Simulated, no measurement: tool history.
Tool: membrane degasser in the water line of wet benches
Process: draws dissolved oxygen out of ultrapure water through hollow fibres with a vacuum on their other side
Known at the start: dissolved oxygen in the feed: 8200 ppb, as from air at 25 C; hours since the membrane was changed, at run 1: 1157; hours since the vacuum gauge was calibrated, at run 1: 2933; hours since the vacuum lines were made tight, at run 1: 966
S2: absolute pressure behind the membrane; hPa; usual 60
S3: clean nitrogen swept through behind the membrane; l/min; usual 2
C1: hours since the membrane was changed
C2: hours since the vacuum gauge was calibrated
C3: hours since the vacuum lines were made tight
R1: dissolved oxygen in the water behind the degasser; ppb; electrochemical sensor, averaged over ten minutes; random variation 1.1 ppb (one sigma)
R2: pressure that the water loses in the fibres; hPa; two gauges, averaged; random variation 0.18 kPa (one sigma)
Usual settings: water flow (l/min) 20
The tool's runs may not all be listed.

run 1 hour=0 | water_flow_(l/min)=20 S2=60 S3=2 | C1=1157 C2=2933 C3=966 | R1=110.7 R2=328.2
run 2 hour=58.3 | water_flow_(l/min)=20 S2=60 S3=2 | C1=1215 C2=2992 C3=1024 | R1=110.1 R2=326.1
run 3 hour=138 | water_flow_(l/min)=20 S2=60 S3=2 | C1=1295 C2=3071 C3=1104 | R1=110.1 R2=327.2
run 4 hour=207.6 | water_flow_(l/min)=20 S2=60 S3=2 | C1=1364 C2=3141 C3=1174 | R1=110.7 R2=327.6
run 5 hour=273.7 | water_flow_(l/min)=20 S2=60 S3=2 | C1=1430 C2=3207 C3=1240 | R1=110.7 R2=328.7
run 6 hour=352.2 | water_flow_(l/min)=20 S2=60 S3=1.31 | C1=1509 C2=3286 C3=1318 | R1=144 R2=328.8
run 7 hour=460.4 | water_flow_(l/min)=20 S2=60 S3=2 | C1=1617 C2=3394 C3=1426 | R1=111.1 R2=331.2
run 8 hour=541 | water_flow_(l/min)=20 S2=60 S3=4.5 | C1=1698 C2=3474 C3=1507 | R1=76.4 R2=330.1
run 9 hour=625.5 | water_flow_(l/min)=16 S2=60 S3=4.5 | C1=1782 C2=3559 C3=1591 | R1=50.3 R2=266.6
run 10 hour=680.8 | water_flow_(l/min)=29 S2=53.9 S3=2.72 | C1=1837 C2=3614 C3=1647 | R1=159.2 R2=480.5
run 11 hour=732.1 | water_flow_(l/min)=30 S2=89.6 S3=1.76 | C1=1889 C2=3665 C3=1698 | R1=328 R2=495.9
-- hour=739.4 vacuum gauge calibrated
run 12 hour=809 | water_flow_(l/min)=30 S2=89.6 S3=1.76 | C1=1965 C2=70 C3=1774 | R1=329.6 R2=499.5
run 13 hour=920 | water_flow_(l/min)=13 S2=87.8 S3=5.22 | C1=2076 C2=181 C3=1885 | R1=49.5 R2=217
run 14 hour=1010.1 | water_flow_(l/min)=13 S2=87.8 S3=5.22 | C1=2166 C2=271 C3=1976 | R1=50.3 R2=217.7
run 15 hour=1063.6 | water_flow_(l/min)=13 S2=87.8 S3=5.22 | C1=2220 C2=324 C3=2029 | R1=48.5 R2=214
-- hour=1104.9 vacuum gauge calibrated, once more
run 16 hour=1126.8 | water_flow_(l/min)=13 S2=58.5 S3=5.22 | C1=2282 C2=22 C3=2092 | R1=30.7 R2=216.9
run 17 hour=1224.6 | water_flow_(l/min)=24 S2=115.5 S3=1.62 | C1=2380 C2=120 C3=2190 | R1=342.3 R2=404
run 18 hour=1305.7 | water_flow_(l/min)=19 S2=44.3 S3=1.52 | C1=2461 C2=201 C3=2271 | R1=76.2 R2=315.5

How the hidden state differs across the entries between the runs, from the last listed run before each to the first after it:
Between runs 11 and 12: vacuum gauge calibrated (hour 739.4)
  membrane still open, %: 97.4 -> 97.3; true pressure behind the membrane over the reading, kPa: 0.13 -> 0.16
  measured less the result without the state, R1: +16 -> +17.9 ppb; R2: +12.6 -> +13.3 hPa
Between runs 15 and 16: vacuum gauge calibrated, once more (hour 1104.9)
  membrane still open, %: 97 -> 96.9; true pressure behind the membrane over the reading, kPa: 0.17 -> 0; air that leaks in behind the membrane, l/min: 0.0045 -> 0.0046
  measured less the result without the state, R1: +3.7 -> +2.7 ppb; R2: +6.5 -> +6.7 hPa
